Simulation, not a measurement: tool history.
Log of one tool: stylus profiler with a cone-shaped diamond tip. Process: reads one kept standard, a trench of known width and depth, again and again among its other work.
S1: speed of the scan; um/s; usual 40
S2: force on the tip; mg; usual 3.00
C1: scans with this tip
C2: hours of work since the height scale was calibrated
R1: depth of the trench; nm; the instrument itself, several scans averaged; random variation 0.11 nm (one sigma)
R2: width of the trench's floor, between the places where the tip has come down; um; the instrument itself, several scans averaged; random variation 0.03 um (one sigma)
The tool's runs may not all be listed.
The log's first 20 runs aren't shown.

| run | hour | S1 | S2 | C1 | C2 | R1 | R2 |
|---|---|---|---|---|---|---|---|
| 21 | 1720.0 | 11 | 3.67 | 18558 | 1578 | 203.66 | 47.56 |
| 22 | 1790.8 | 16 | 2.80 | 18776 | 1624 | 202.69 | 47.59 |
| 23 | 1902.1 | 40 | 1.04 | 19119 | 1697 | 200.85 | 47.43 |
|  | 1915.1 | height scale calibrated on a step standard |
| 24 | 2008.5 | 18 | 3.00 | 19445 | 61 | 202.66 | 47.57 |
|  | 2113.1 | height scale calibrated on a step standard, once more |
| 25 | 2121.5 | 31 | 7.87 | 19792 | 5 | 207.33 | 47.49 |
|  | 2140.4 | new tip fitted, height scale calibrated |
| 26 | 2198.8 | 83 | 6.11 | 180 | 38 | 206.40 | 48.13 |
| 27 | 2277.9 | 29 | 3.08 | 424 | 89 | 204.07 | 48.19 |
| 28 | 2339.5 | 40 | 8.93 | 614 | 129 | 208.12 | 48.18 |
| 29 | 2417.7 | 40 | 8.93 | 855 | 180 | 208.02 | 48.19 |
| 30 | 2521.7 | 127 | 2.12 | 1176 | 248 | 203.18 | 47.94 |
| 31 | 2640.9 | 83 | 2.41 | 1543 | 325 | 203.37 | 48.04 |
| 32 | 2771.7 | 83 | 2.41 | 1946 | 411 | 203.26 | 48.01 |

Forecast each of these 3 alternatives for the next run:
| A | 2872.3 | 15 | 2.87 | 2256 | 476 | ? | ? |
| B | 2872.3 | 10 | 2.85 | 2256 | 476 | ? | ? |
| C | 2872.3 | 28 | 3.03 | 2256 | 476 | ? | ? |

| run | R1 | R2 |
|---|---|---|
| A | 203.80 | 48.15 |
| B | 203.54 | 48.13 |
| C | 203.87 | 48.13 |
Without the tool's hidden state the same runs would have given:
| run | R1 | R2 |
|---|---|---|
| A | 204.00 | 48.24 |
| B | 203.74 | 48.22 |
| C | 204.08 | 48.23 |
